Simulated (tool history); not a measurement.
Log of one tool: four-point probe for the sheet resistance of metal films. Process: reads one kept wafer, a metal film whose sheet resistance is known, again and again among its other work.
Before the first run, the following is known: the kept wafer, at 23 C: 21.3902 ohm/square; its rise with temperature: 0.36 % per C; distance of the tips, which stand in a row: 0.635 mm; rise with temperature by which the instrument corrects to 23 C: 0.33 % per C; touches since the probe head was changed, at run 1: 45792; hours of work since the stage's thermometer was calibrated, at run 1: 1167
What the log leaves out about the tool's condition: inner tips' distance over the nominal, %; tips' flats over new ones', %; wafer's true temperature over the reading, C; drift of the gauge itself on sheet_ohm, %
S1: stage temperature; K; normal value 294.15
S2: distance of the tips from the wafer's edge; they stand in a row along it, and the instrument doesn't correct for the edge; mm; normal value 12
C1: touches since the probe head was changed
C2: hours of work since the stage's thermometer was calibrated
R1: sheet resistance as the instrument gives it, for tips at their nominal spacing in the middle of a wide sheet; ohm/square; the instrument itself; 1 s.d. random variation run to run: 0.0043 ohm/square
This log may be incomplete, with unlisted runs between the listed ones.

run,hour,S1,S2,C1,C2,R1
1,0,294.15,12,45792,1167,21.222502
2,28.1,294.15,12,46849,1185,21.211925
3,58.2,294.15,8,47985,1204,21.250236
4,73.9,294.15,8,48575,1214,21.247343
5,108.2,295.15,8,49868,1236,21.247561
6,123.7,295.15,8,50450,1246,21.25318
7,147.6,295.15,8,51349,1261,21.251341
8,167.4,295.15,8,52098,1274,21.248966
9,186.2,295.15,8,52804,1286,21.242965
10,220.8,295.15,8,54107,1308,21.233659
11,240.8,295.15,8,54859,1321,21.237191
12,258.3,295.15,8,55520,1332,21.23263
13,289.8,295.15,8,56707,1353,21.230408
14,311.3,295.15,8,57516,1366,21.227216
15,332.5,295.15,8,58312,1380,21.21939
16,358.5,299.15,17,59293,1397,21.187322
# hour 376.6: stage's thermometer calibrated
17,388.4,308.15,6,60400,8,21.375222
18,403.5,292.15,4,60969,17,21.440946
19,419.8,298.15,3,61583,28,21.679569
20,446.6,302.15,6,62591,45,21.322141
21,477.3,307.15,10,63749,65,21.261262
22,505.5,299.15,23,64810,83,21.183017
23,539.7,294.15,25,66099,105,21.15091
24,570.2,294.15,25,67248,124,21.151131
25,594.6,294.15,25,68167,140,21.145908
26,623.3,294.15,25,69248,158,21.151651
27,650.3,291.15,35,70265,176,21.123772
28,669.1,302.15,23,70970,188,21.177433
29,701.9,306.15,73,72206,209,21.180253
30,736.7,306.15,25,73517,231,21.186611

Describe how what the log doesn't record of the tool's condition differs between the last listed run preceding each entry between runs and the first listed run following it.
Between runs 16 and 17: stage's thermometer calibrated (hour 376.6)
  inner tips' distance over the nominal, %: -0.913 -> -0.928; tips' flats over new ones', %: 62 -> 63; wafer's true temperature over the reading, C: -0.32 -> 0
  difference, measured minus the result without the unlogged condition, R1: -0.235313 -> -0.216065 ohm/square

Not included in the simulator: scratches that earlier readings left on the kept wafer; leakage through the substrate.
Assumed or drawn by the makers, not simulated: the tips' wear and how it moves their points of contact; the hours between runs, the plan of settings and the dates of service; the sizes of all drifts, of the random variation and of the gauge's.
